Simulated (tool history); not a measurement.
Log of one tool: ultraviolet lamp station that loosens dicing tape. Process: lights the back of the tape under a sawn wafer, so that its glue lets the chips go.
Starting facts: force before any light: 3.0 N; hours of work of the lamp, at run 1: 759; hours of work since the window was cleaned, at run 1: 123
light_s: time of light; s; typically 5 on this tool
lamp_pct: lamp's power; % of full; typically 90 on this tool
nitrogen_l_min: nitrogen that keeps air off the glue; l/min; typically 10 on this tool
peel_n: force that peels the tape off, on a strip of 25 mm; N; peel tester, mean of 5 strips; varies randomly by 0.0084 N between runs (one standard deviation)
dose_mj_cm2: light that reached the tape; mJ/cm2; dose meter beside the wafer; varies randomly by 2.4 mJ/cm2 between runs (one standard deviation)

run,hour,light_s,lamp_pct,nitrogen_l_min,hours of work of the lamp,hours of work since the window was cleaned,peel_n,dose_mj_cm2
1,0,5,90,10,759,123,0.331,278
2,22.7,5,90,10,772,136,0.35,279
3,53.5,5,90,10,789,153,0.344,273
4,76.7,5,90,10,802,166,0.345,273
5,101.4,5,90,10,815,179,0.346,275
6,116.3,5,90,10,824,188,0.336,272
7,150.1,5,90,10,842,206,0.325,279
8,166.8,3,90,10,852,215,0.714,171
# hour 177: window cleaned of glue's vapour
9,191,5,78,10,865,8,0.447,242
10,221.4,5,78,10,882,25,0.427,240
11,236.4,5,78,10,890,33,0.412,242
12,268.3,5,78,10,908,51,0.439,239
13,290.9,5,90,10,920,63,0.339,273
14,325,6,90,10,939,82,0.251,331
15,351.2,5,90,10,953,96,0.345,276
16,374,5,67,10,966,109,0.537,208
17,392.4,8,90,10,976,119,0.167,438
18,428.9,8,90,3,996,139,0.282,445
19,460.2,8,90,3,1014,157,0.273,441
20,477,8,90,3,1023,166,0.273,442
21,501.2,5,90,10,1036,179,0.345,275
22,524.1,5,90,10,1049,192,0.323,278
23,553.8,5,90,10,1066,209,0.347,279
# hour 577.2: window cleaned of glue's vapour
24,589.3,2,90,12,1085,7,1.168,111
25,606.2,10,69,6,1094,16,0.222,426
26,638.3,3,71,6,1112,34,1.128,131
27,658,5,90,15,1123,45,0.282,279
28,689.7,5,67,16,1140,62,0.444,206
29,718.3,5,79,4,1156,78,0.642,247
30,754,8,66,18,1176,98,0.201,319
31,778.5,8,66,18,1190,111,0.224,322
32,793.9,5,65,10,1198,120,0.553,200
33,828.6,8,65,4,1217,139,0.437,315
34,848.3,6,79,3,1228,150,0.531,285
35,868.2,8,84,3,1239,161,0.309,415
36,889.4,10,76,6,1251,173,0.183,465
37,915,10,76,6,1265,187,0.192,464

Expected results for the next run?
38,942.1,3,84,6,1280,202,?,?

{"run 38": {"peel_n": 0.932, "dose_mj_cm2": 155}}
With no hidden state in the tool, this same run would have given peel_n 0.928 N, dose_mj_cm2 155 mJ/cm2.
